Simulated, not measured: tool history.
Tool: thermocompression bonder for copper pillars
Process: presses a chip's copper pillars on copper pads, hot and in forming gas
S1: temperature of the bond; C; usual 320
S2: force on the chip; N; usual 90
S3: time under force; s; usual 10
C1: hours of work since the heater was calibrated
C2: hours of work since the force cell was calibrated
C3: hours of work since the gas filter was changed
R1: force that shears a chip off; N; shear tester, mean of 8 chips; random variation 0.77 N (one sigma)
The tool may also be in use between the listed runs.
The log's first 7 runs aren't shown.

run	hour	S1	S2	S3	C1	C2	C3	R1
8	373.2	320	90	22	307	820	208	80.0
9	441.7	320	90	22	360	872	261	76.9
10	512.6	320	90	22	414	927	315	76.1
# hour 518.5: forming gas filter changed
11	574.9	320	90	10	461	974	43	63.7
12	620.0	320	82	10	496	1009	78	57.1
13	688.1	320	82	10	548	1061	130	56.8
14	751.8	320	82	10	597	1110	179	53.4
15	801.2	320	82	10	635	1148	217	54.3
16	869.3	320	90	10	687	1200	269	58.2
17	927.2	318	62	6	732	1244	314	30.2
# hour 941.4: forming gas filter changed
18	989.0	331	90	10	779	1291	36	69.9
19	1048.1	290	86	19	824	1337	82	52.6
20	1091.4	290	86	19	857	1370	115	52.8
21	1122.0	290	86	19	881	1393	138	52.3
22	1159.9	347	97	12	910	1423	168	84.5
23	1206.0	316	90	20	945	1458	203	72.1
24	1251.7	316	90	20	980	1493	238	71.1
25	1305.4	308	56	19	1022	1534	279	38.4
# hour 1359.4: forming gas filter changed
26	1379.1	345	56	19	1078	1590	15	63.1
27	1423.4	345	71	11	1112	1624	49	63.6
# hour 1466.1: heater calibrated with a thermocouple chip
28	1499.7	345	71	11	26	1681	106	68.0
29	1554.2	298	113	11	68	1723	148	64.7
30	1600.9	293	113	11	103	1759	184	60.5
31	1655.3	293	113	11	145	1801	226	59.4

3 ways to go on from here, each from the tool as it stands after run 31. What would each give?
# hour 1682.6: force cell calibrated
A	1688.8	304	78	17	170	5	250	?
# hour 1682.6: force cell calibrated
B	1688.8	293	91	19	170	5	250	?
# hour 1682.6: force cell calibrated
C	1688.8	320	79	9	170	5	250	?

run	R1
A	50.8
B	54.9
C	49.4
Without the tool's hidden state the same runs would have given:
run	R1
A	56.0
B	60.5
C	54.4
